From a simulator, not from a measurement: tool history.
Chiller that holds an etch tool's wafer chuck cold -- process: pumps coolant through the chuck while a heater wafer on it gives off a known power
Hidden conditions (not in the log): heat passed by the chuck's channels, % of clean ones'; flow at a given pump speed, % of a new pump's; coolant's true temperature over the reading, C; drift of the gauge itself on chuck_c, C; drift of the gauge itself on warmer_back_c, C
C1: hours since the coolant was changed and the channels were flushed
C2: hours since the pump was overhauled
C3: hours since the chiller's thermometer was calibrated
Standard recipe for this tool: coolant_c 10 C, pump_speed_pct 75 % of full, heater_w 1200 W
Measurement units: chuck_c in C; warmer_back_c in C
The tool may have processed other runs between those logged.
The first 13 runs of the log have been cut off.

run 14 hour=1279.0 | coolant_c=10 pump_speed_pct=74 heater_w=1200 | C1=3072 C2=1358 C3=3808 | chuck_c=20.5 warmer_back_c=5.31
run 15 hour=1362.4 | coolant_c=10 pump_speed_pct=74 heater_w=1200 | C1=3155 C2=1442 C3=3891 | chuck_c=20.4 warmer_back_c=5.37
run 16 hour=1471.5 | coolant_c=3 pump_speed_pct=75 heater_w=1200 | C1=3264 C2=1551 C3=4001 | chuck_c=13.2 warmer_back_c=5.17
run 17 hour=1608.7 | coolant_c=14 pump_speed_pct=99 heater_w=1200 | C1=3401 C2=1688 C3=4138 | chuck_c=22.3 warmer_back_c=3.96
run 18 hour=1738.7 | coolant_c=13 pump_speed_pct=87 heater_w=1200 | C1=3531 C2=1818 C3=4268 | chuck_c=22.2 warmer_back_c=4.48
run 19 hour=1829.9 | coolant_c=6 pump_speed_pct=75 heater_w=1483 | C1=3623 C2=1909 C3=4359 | chuck_c=18.7 warmer_back_c=6.49
run 20 hour=1919.7 | coolant_c=6 pump_speed_pct=75 heater_w=1483 | C1=3712 C2=1999 C3=4449 | chuck_c=18.9 warmer_back_c=6.49
run 21 hour=2047.9 | coolant_c=6 pump_speed_pct=71 heater_w=1483 | C1=3841 C2=2127 C3=4577 | chuck_c=19.4 warmer_back_c=6.75
run 22 hour=2163.5 | coolant_c=16 pump_speed_pct=94 heater_w=1021 | C1=3956 C2=2243 C3=4693 | chuck_c=23.3 warmer_back_c=3.51
run 23 hour=2285.7 | coolant_c=16 pump_speed_pct=94 heater_w=1021 | C1=4078 C2=2365 C3=4815 | chuck_c=23.5 warmer_back_c=3.44
run 24 hour=2353.2 | coolant_c=6 pump_speed_pct=90 heater_w=1200 | C1=4146 C2=2432 C3=4882 | chuck_c=14.8 warmer_back_c=4.26
run 25 hour=2486.7 | coolant_c=10 pump_speed_pct=75 heater_w=797 | C1=4279 C2=2566 C3=5016 | chuck_c=16.9 warmer_back_c=3.28
run 26 hour=2617.1 | coolant_c=7 pump_speed_pct=84 heater_w=1109 | C1=4410 C2=2696 C3=5146 | chuck_c=15.7 warmer_back_c=4.14
run 27 hour=2714.5 | coolant_c=12 pump_speed_pct=75 heater_w=1183 | C1=4507 C2=2794 C3=5244 | chuck_c=22.3 warmer_back_c=5.05
-- hour=2786.8 gauge calibrated
run 28 hour=2786.8 | coolant_c=12 pump_speed_pct=75 heater_w=636 | C1=4580 C2=2866 C3=5316 | chuck_c=17.6 warmer_back_c=2.90
-- hour=2798.1 chiller's thermometer calibrated
run 29 hour=2860.6 | coolant_c=12 pump_speed_pct=75 heater_w=636 | C1=4652 C2=2939 C3=63 | chuck_c=17.4 warmer_back_c=2.86
run 30 hour=2927.1 | coolant_c=15 pump_speed_pct=67 heater_w=679 | C1=4719 C2=3005 C3=129 | chuck_c=21.4 warmer_back_c=3.42
run 31 hour=2994.0 | coolant_c=9 pump_speed_pct=69 heater_w=1200 | C1=4786 C2=3072 C3=196 | chuck_c=20.1 warmer_back_c=5.85
run 32 hour=3133.0 | coolant_c=9 pump_speed_pct=69 heater_w=1200 | C1=4925 C2=3211 C3=335 | chuck_c=20.1 warmer_back_c=5.79

4 options for the next run, each taken on its own from the tool as it stands now. Forecast them:
run A hour=3264.7 | coolant_c=12 pump_speed_pct=74 heater_w=995 | C1=5056 C2=3343 C3=467 | chuck_c=? warmer_back_c=?
run B hour=3264.7 | coolant_c=10 pump_speed_pct=98 heater_w=1224 | C1=5056 C2=3343 C3=467 | chuck_c=? warmer_back_c=?
run C hour=3264.7 | coolant_c=3 pump_speed_pct=75 heater_w=1200 | C1=5056 C2=3343 C3=467 | chuck_c=? warmer_back_c=?
run D hour=3264.7 | coolant_c=10 pump_speed_pct=75 heater_w=904 | C1=5056 C2=3343 C3=467 | chuck_c=? warmer_back_c=?

run=A chuck_c=20.8 warmer_back_c=4.49
run=B chuck_c=18.6 warmer_back_c=4.18
run=C chuck_c=13.5 warmer_back_c=5.36
run=D chuck_c=17.8 warmer_back_c=3.97
The same runs, with their run-to-run variation unchanged, on a tool lacking any hidden condition would have given:
run=A chuck_c=20.8 warmer_back_c=4.55
run=B chuck_c=18.5 warmer_back_c=4.23
run=C chuck_c=13.5 warmer_back_c=5.41
run=D chuck_c=17.8 warmer_back_c=4.03
